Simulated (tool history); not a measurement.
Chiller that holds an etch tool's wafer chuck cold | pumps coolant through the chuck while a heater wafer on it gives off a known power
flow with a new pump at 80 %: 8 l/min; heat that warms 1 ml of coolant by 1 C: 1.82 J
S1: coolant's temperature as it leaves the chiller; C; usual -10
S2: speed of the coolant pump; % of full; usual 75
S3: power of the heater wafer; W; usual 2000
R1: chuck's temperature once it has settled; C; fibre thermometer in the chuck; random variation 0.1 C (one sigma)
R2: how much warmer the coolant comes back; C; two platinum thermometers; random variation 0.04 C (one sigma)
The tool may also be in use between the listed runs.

run,day,S1,S2,S3,R1,R2
1,0,-10,75,2000,13.8,9.29
2,2.071,-10,62,2000,17.7,11.32
3,4.712,-10,62,2000,18.2,11.3
4,7.271,-10,75,2738,22.7,12.75
5,10.575,-10,75,2738,22.8,12.83
6,12.804,-10,75,1248,4.9,5.88
7,15.729,-10,75,1248,4.9,5.88
8,17.5,-10,81,1248,4,5.41
9,19.412,-10,75,2000,14.1,9.4
10,21.521,-10,86,2000,11.6,8.14
11,23.308,-10,86,2000,11.6,8.11
12,24.858,-10,86,1265,3.8,5.18
13,28.042,-10,65,1265,7.2,6.91
14,30.117,-10,65,1265,7.4,6.97
15,31.858,-10,65,1265,7.5,6.86
16,35.008,-10,65,1265,7.2,7.05
17,36.688,-3,83,2122,21,9.02
18,38.412,-12,61,1702,12.8,10.11
19,39.967,-12,61,1702,12.9,10
20,41.725,-12,61,1702,12.9,10.03
21,43.158,-15,68,1702,7.9,9
22,44.783,-15,78,1314,0.5,6
23,48.154,-15,78,1314,0.7,6.03
24,49.792,-15,78,1314,0.8,6.08
25,51.238,-14,100,1859,4.2,6.55
26,53.883,-14,100,1859,4.4,6.57
27,56.804,-13,75,2000,12.4,9.69
28,59.983,-13,75,2000,12.2,9.67
29,61.862,-13,75,2000,12.3,9.69
30,64.425,-13,75,2000,12.5,9.64
31,67.475,-13,64,1108,2.8,6.34

The same runs without the tool's hidden state, with the same run-to-run variation:
The hidden state here: heat passed by the chuck's channels, % of clean ones'; flow at a given pump speed, % of a new pump's; coolant's true temperature over the reading, C; drift of the gauge itself on chuck_c, C; drift of the gauge itself on warmer_back_c, C.
run,R1,R2
1,12.9,8.85
2,16.5,10.77
3,16.9,10.74
4,21.1,12.09
5,21.1,12.14
6,4.1,5.56
7,4.1,5.54
8,3.3,5.09
9,12.7,8.85
10,10.2,7.65
11,10.2,7.61
12,3,4.86
13,6.1,6.47
14,6.3,6.52
15,6.3,6.39
16,6,6.58
17,19.1,8.39
18,10.8,9.4
19,10.9,9.29
20,10.8,9.3
21,6,8.34
22,-0.7,5.56
23,-0.6,5.57
24,-0.5,5.61
25,2.6,6.04
26,2.8,6.05
27,9.9,8.91
28,9.7,8.87
29,9.7,8.88
30,9.8,8.81
31,1.3,5.78
